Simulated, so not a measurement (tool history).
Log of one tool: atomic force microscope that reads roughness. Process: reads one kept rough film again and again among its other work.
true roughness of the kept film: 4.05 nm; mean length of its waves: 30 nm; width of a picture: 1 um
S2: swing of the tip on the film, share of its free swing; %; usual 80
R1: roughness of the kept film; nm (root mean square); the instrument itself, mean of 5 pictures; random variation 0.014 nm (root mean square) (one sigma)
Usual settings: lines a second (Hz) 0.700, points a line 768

{"run": 1, "hour": 0.0, "lines a second (Hz)": 0.7, "S2": 80, "points a line": 768, "R1": 3.206}
{"run": 2, "hour": 51.8, "lines a second (Hz)": 0.7, "S2": 80, "points a line": 768, "R1": 2.784}
{"hour": 85.9, "done": "new tip fitted"}
{"run": 3, "hour": 89.8, "lines a second (Hz)": 0.7, "S2": 80, "points a line": 768, "R1": 3.431}
{"run": 4, "hour": 138.3, "lines a second (Hz)": 0.7, "S2": 59, "points a line": 768, "R1": 3.119}
{"run": 5, "hour": 180.8, "lines a second (Hz)": 0.7, "S2": 59, "points a line": 768, "R1": 2.819}
{"hour": 203.1, "done": "new tip fitted"}
{"run": 6, "hour": 227.2, "lines a second (Hz)": 0.7, "S2": 59, "points a line": 768, "R1": 3.319}
{"run": 7, "hour": 265.4, "lines a second (Hz)": 0.7, "S2": 59, "points a line": 768, "R1": 3.011}
{"run": 8, "hour": 309.9, "lines a second (Hz)": 0.7, "S2": 59, "points a line": 768, "R1": 2.704}
{"hour": 322.0, "done": "new tip fitted"}
{"run": 9, "hour": 357.6, "lines a second (Hz)": 3.974, "S2": 56, "points a line": 768, "R1": 3.121}
{"run": 10, "hour": 386.9, "lines a second (Hz)": 0.7, "S2": 80, "points a line": 367, "R1": 2.884}
{"run": 11, "hour": 424.3, "lines a second (Hz)": 0.7, "S2": 88, "points a line": 507, "R1": 2.603}
{"hour": 442.3, "done": "new tip fitted"}
{"run": 12, "hour": 465.8, "lines a second (Hz)": 0.7, "S2": 64, "points a line": 753, "R1": 3.31}
{"run": 13, "hour": 514.8, "lines a second (Hz)": 0.7, "S2": 64, "points a line": 753, "R1": 2.927}
{"run": 14, "hour": 542.6, "lines a second (Hz)": 0.7, "S2": 76, "points a line": 283, "R1": 2.648}
{"hour": 562.6, "done": "new tip fitted"}
{"run": 15, "hour": 568.8, "lines a second (Hz)": 1.925, "S2": 74, "points a line": 768, "R1": 3.306}
{"run": 16, "hour": 609.1, "lines a second (Hz)": 0.553, "S2": 80, "points a line": 768, "R1": 3.072}

Measured less the same run without the tool's hidden state. The same run-to-run variation is in both; the gauge's scatter may not be:
The hidden state here: radius of the tip, nm; height scale over the true one, %; drift of the gauge itself on roughness_nm, %.
run=1 R1=-0.256
run=2 R1=-0.666
run=3 R1=-0.033
run=4 R1=-0.452
run=5 R1=-0.734
run=6 R1=-0.217
run=7 R1=-0.542
run=8 R1=-0.853
run=9 R1=-0.327
run=10 R1=-0.554
run=11 R1=-0.794
run=12 R1=-0.217
run=13 R1=-0.629
run=14 R1=-0.801
run=15 R1=-0.051
run=16 R1=-0.434

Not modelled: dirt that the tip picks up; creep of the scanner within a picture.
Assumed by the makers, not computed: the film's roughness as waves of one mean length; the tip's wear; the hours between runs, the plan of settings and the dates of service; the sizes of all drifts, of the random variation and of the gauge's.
